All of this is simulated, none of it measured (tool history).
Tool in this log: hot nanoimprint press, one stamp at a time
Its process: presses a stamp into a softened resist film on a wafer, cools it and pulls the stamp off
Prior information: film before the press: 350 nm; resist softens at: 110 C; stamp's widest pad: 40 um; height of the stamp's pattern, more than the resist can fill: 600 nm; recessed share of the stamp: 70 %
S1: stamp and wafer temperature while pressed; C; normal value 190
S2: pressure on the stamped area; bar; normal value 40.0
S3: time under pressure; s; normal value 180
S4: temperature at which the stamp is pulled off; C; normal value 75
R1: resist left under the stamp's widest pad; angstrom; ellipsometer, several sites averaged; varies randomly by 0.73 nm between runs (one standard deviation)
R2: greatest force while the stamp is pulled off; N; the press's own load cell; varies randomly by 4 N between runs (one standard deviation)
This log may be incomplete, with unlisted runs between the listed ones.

run    hour   S1    S2   S3  S4    R1   R2
  1     0.0  190  40.0  180  75  1761  202
  2    82.8  190  26.7  180  75  2078  216
  3   127.2  190  40.0  180  75  1773  215
  4   170.6  190  40.0  180  75  1783  221
  5   225.8  197  40.0  180  75  1303  233
  6   287.1  197  40.0  180  75  1318  238
      304.8  -- plate thermocouple calibrated
  7   344.3  179  40.0  180  75  2691  244
  8   385.5  179  40.0  180  75  2678  258
  9   427.4  179  40.0  180  75  2693  274
 10   513.5  183  40.0  180  75  2369  296
      551.4  -- stamp cleaned and given a new release coat
 11   563.3  190  40.0  180  70  1767  208
 12   629.1  190  40.0  180  70  1780  215
 13   722.3  182  40.0  180  75  2464  230
 14   764.9  190  40.0  180  82  1794  222
      821.5  -- plate thermocouple calibrated
 15   854.1  190  40.0  180  82  1761  234
 16   943.4  190  40.0  339  82  1395  245
 17   997.3  190  40.0  339  82  1408  265
     1016.8  -- press's hydraulic seals changed and the load cell set to zero
 18  1070.7  190  62.7  180  82  1454  268
     1105.9  -- stamp cleaned and given a new release coat
 19  1138.7  199  35.1  129  81  1437  190
 20  1204.5  190  40.0  111  67  2115  226
 21  1281.2  190  40.0  111  67  2095  249
     1347.7  -- plate thermocouple calibrated
 22  1377.6  190  40.0  336  69  1387  248
 23  1421.2  190  45.1  180  62  1647  276
 24  1512.8  190  31.7  159  63  2025  299
 25  1575.7  190  40.4  180  75  1764  282
     1650.9  -- stamp cleaned and given a new release coat
 26  1675.5  190  40.4  180  75  1791  196
 27  1716.8  190  55.4  204  67  1490  219
 28  1795.2  190  58.1  204  81  1456  209
     1863.9  -- plate thermocouple calibrated
 29  1883.2  190  58.1  243  82  1334  228
 30  1931.4  190  24.0  180  74  2158  247

4 options for the next run, each taken on its own from the tool as it stands now. Forecast them:
  A  1989.7  189  40.0  180  75   ?   ?
  B  1989.7  190  26.5  180  65   ?   ?
  C  1989.7  190  24.0  180  80   ?   ?
  D  1989.7  190  40.0  234  75   ?   ?

run    R1   R2
  A  1859  258
  B  2090  277
  C  2160  250
  D  1617  258
With no hidden state in the tool, these same runs would have given:
run    R1   R2
  A  1825  199
  B  2060  213
  C  2131  192
  D  1586  199
